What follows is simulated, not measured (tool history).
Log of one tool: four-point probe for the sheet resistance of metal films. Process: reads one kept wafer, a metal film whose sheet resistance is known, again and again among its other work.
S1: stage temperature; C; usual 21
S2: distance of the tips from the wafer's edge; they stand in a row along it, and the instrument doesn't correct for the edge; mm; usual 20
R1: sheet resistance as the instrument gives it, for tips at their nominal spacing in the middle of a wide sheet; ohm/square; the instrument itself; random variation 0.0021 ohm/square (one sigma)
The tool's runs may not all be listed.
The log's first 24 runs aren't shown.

run     day  S1  S2         R1
 25  21.204  21  20  10.531714
 26  22.233  21  25   10.52925
 27  23.342  21  25  10.522797
 28  24.071  34   4  10.641917
 29  25.112  34   4  10.640788
 30  25.642  31  12  10.523157
 31  26.492  20  23  10.527175
 32  27.667  33  20  10.507913
 33  28.758  22  14  10.527424
 34  29.546  29  23  10.506683
 35  30.071  29  23  10.508346
 36  30.888  31  11  10.519038
 37  32.058  21  27  10.517579
 38  32.817  21  18  10.519246
 39  33.662  21  23  10.515107
 40  34.396  24  10  10.530211
 41  35.008  24  20  10.514446
 42  36.154  23   7  10.556016
 43  36.833  23   7  10.555186
 44   37.35  21  50  10.514324
 45  38.396  21  50  10.508839

4 ways to go on from here, each from the tool as it stands after run 45. What would each give?
  A  39.317  30  50   ?
  B  39.317  21   7   ?
  C  39.317  34  20   ?
  D  39.317  21  28   ?

run         R1
  A  10.494757
  B  10.554322
  C  10.492187
  D  10.509958
Without the tool's hidden state the same runs would have given:
run         R1
  A  10.537918
  B  10.598107
  C  10.535171
  D  10.553568
